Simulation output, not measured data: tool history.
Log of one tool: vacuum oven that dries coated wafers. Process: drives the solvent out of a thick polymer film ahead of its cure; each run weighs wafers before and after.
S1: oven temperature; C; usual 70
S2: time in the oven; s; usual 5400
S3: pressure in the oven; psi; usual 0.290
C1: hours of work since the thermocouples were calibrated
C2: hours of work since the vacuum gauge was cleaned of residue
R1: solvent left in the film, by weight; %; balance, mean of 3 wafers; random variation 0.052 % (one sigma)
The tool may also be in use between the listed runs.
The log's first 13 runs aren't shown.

run 14 hour=1036.6 | S1=70 S2=3840 S3=0.290 | C1=465 C2=648 | R1=3.02
run 15 hour=1146.5 | S1=70 S2=5400 S3=0.290 | C1=512 C2=695 | R1=1.84
run 16 hour=1273.7 | S1=70 S2=5400 S3=0.290 | C1=567 C2=750 | R1=1.80
run 17 hour=1373.7 | S1=70 S2=5400 S3=0.290 | C1=610 C2=793 | R1=1.87
run 18 hour=1486.1 | S1=70 S2=3060 S3=0.290 | C1=658 C2=841 | R1=4.39
run 19 hour=1583.8 | S1=70 S2=9000 S3=0.290 | C1=699 C2=882 | R1=1.03
run 20 hour=1699.3 | S1=62 S2=5520 S3=0.184 | C1=749 C2=932 | R1=4.90
run 21 hour=1756.0 | S1=65 S2=7260 S3=0.229 | C1=773 C2=956 | R1=2.19
run 22 hour=1837.9 | S1=65 S2=7260 S3=0.228 | C1=808 C2=991 | R1=2.31
run 23 hour=1921.5 | S1=57 S2=5400 S3=0.286 | C1=844 C2=1027 | R1=8.36
run 24 hour=2042.2 | S1=57 S2=5400 S3=0.286 | C1=895 C2=1078 | R1=8.36
run 25 hour=2157.1 | S1=72 S2=7680 S3=0.608 | C1=944 C2=1128 | R1=1.84
run 26 hour=2215.6 | S1=72 S2=7680 S3=0.608 | C1=970 C2=1153 | R1=1.83
run 27 hour=2303.0 | S1=59 S2=3600 S3=0.247 | C1=1007 C2=1190 | R1=9.46
-- hour=2328.1 vacuum gauge cleaned of residue and calibrated
run 28 hour=2426.8 | S1=59 S2=3600 S3=0.247 | C1=1059 C2=42 | R1=9.66
run 29 hour=2526.3 | S1=61 S2=3540 S3=0.290 | C1=1102 C2=85 | R1=8.77
run 30 hour=2605.3 | S1=61 S2=3540 S3=0.732 | C1=1135 C2=119 | R1=10.04
run 31 hour=2662.7 | S1=57 S2=4320 S3=0.750 | C1=1160 C2=143 | R1=11.24
run 32 hour=2789.6 | S1=57 S2=4200 S3=0.587 | C1=1214 C2=197 | R1=10.93
run 33 hour=2916.1 | S1=79 S2=4200 S3=0.587 | C1=1268 C2=251 | R1=1.46
run 34 hour=2995.4 | S1=79 S2=4200 S3=0.587 | C1=1302 C2=285 | R1=1.47
run 35 hour=3047.8 | S1=78 S2=6180 S3=0.399 | C1=1325 C2=308 | R1=0.98
-- hour=3060.2 oven's thermocouples calibrated
run 36 hour=3160.2 | S1=70 S2=5400 S3=0.303 | C1=43 C2=355 | R1=1.46
run 37 hour=3244.0 | S1=75 S2=3780 S3=0.357 | C1=79 C2=391 | R1=1.36

Forecast each of these 3 alternatives for the next run:
run A hour=3327.3 | S1=77 S2=5340 S3=0.689 | C1=114 C2=426 | R1=?
run B hour=3327.3 | S1=72 S2=5100 S3=0.155 | C1=114 C2=426 | R1=?
run C hour=3327.3 | S1=70 S2=7080 S3=0.513 | C1=114 C2=426 | R1=?

run=A R1=1.46
run=B R1=0.96
run=C R1=1.60
Without the tool's hidden state the same runs would have given:
run=A R1=1.48
run=B R1=1.02
run=C R1=1.65

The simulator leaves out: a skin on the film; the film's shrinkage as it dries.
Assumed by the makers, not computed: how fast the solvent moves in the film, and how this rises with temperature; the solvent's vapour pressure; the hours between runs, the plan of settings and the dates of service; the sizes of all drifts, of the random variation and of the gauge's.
